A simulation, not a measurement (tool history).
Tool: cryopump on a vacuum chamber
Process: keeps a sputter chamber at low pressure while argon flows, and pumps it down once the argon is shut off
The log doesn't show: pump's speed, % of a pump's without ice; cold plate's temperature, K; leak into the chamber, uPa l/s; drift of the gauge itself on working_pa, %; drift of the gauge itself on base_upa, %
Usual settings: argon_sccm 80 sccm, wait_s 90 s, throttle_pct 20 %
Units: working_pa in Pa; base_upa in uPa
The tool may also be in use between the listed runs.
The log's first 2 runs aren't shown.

run     day  argon_sccm  wait_s  throttle_pct  hours of work since the pump was warmed up and emptied  hours of work since the cold head was overhauled  hours of work since the chamber's fittings were tightened  working_pa  base_upa
  3   1.508          80      90            20                                                     318                                               318                                                       1233      0.2993      1.09
  4   2.446          80      90            29                                                     333                                               333                                                       1248      0.2132      1.08
      2.954  -- pump warmed up, emptied and cooled again
  5   3.867          80      90            29                                                      15                                               353                                                       1268      0.1953      0.92
  6   5.154          80      90            29                                                      36                                               374                                                       1289      0.1956      0.97
  7   5.962          80      90            29                                                      49                                               387                                                       1302      0.1946      0.96
  8   6.883          80      90            29                                                      64                                               402                                                       1317      0.1968      0.94
  9   8.179          53      90            20                                                      86                                               424                                                       1339      0.1894      0.99
 10   9.429          53      90            20                                                     106                                               444                                                       1359      0.1884      1.01
 11  10.204          53      90            20                                                     119                                               457                                                       1372      0.1886      0.97
 12  10.783          53      90            20                                                     128                                               466                                                       1381      0.1889      1.00
 13  11.492          52      90            20                                                     140                                               478                                                       1393      0.1877      0.99
 14  12.375          52      90            20                                                     155                                               492                                                       1408      0.1879      1.03
 15  13.529          52      90            20                                                     174                                               511                                                       1427      0.1880      1.07
 16  14.121          80      90            40                                                     183                                               521                                                       1436      0.1503      0.99
 17  15.317          80      90            40                                                     203                                               541                                                       1456      0.1528      1.07
 18  15.867          80      90            40                                                     212                                               550                                                       1465      0.1519      1.06
 19  16.621          80      90            40                                                     224                                               562                                                       1477      0.1522      1.10
 20  17.788         142      90            16                                                     244                                               581                                                       1497      0.6473      1.09
 21  18.700         142      90            16                                                     259                                               596                                                       1512      0.6516      1.13
 22  19.250         142      90            16                                                     268                                               605                                                       1520      0.6513      1.11
 23  20.133          80      26            20                                                     282                                               620                                                       1535      0.2990      2.44

Run 24 comes next. What will it give?
 24  21.021         114     262            34                                                     297                                               634                                                       1550           ?         ?

Run 24 gave working_pa 0.2633 Pa, base_upa 0.81 uPa.
Without the tool's hidden state the same run would have given working_pa 0.2356 Pa, base_upa 0.31 uPa.
